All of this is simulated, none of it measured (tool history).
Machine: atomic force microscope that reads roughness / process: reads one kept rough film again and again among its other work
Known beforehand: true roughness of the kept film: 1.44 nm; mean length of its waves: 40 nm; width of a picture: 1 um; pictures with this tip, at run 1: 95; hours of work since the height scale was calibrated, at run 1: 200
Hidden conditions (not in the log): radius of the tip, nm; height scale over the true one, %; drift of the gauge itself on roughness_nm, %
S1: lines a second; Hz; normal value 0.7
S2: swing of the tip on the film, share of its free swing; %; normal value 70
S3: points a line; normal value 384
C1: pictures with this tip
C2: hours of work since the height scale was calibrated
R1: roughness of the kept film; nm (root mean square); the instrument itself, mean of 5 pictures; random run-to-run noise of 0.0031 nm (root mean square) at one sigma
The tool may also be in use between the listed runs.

| run | hour | S1 | S2 | S3 | C1 | C2 | R1 |
|---|---|---|---|---|---|---|---|
| 1 | 0 | 0.7 | 70 | 384 | 95 | 200 | 1.386 |
| 2 | 11.9 | 3.756 | 70 | 384 | 106 | 205 | 1.274 |
| 3 | 25.7 | 0.7 | 70 | 384 | 119 | 211 | 1.38 |
| 4 | 41.9 | 0.7 | 70 | 384 | 134 | 217 | 1.378 |
| 5 | 51.7 | 0.7 | 70 | 384 | 143 | 221 | 1.381 |
| 6 | 62.9 | 0.7 | 70 | 273 | 154 | 226 | 1.373 |
| 7 | 77.3 | 1.265 | 70 | 384 | 167 | 232 | 1.363 |
| 8 | 94.5 | 1.265 | 70 | 384 | 183 | 239 | 1.364 |
| 9 | 106.9 | 0.7 | 70 | 705 | 195 | 244 | 1.382 |
| 10 | 116.3 | 0.7 | 70 | 705 | 204 | 248 | 1.384 |
| 11 | 131.9 | 0.7 | 70 | 705 | 218 | 254 | 1.384 |
| 12 | 145.5 | 0.918 | 67 | 921 | 231 | 260 | 1.383 |

Run 13, settings as shown, results not yet in. Your forecast:
| 13 | 160 | 0.918 | 73 | 543 | 245 | 266 | ? |

{"run 13": {"R1": 1.369}}
Were there no unlogged condition in the tool, this run, its random variation unchanged, would have produced R1 1.372 nm (root mean square).
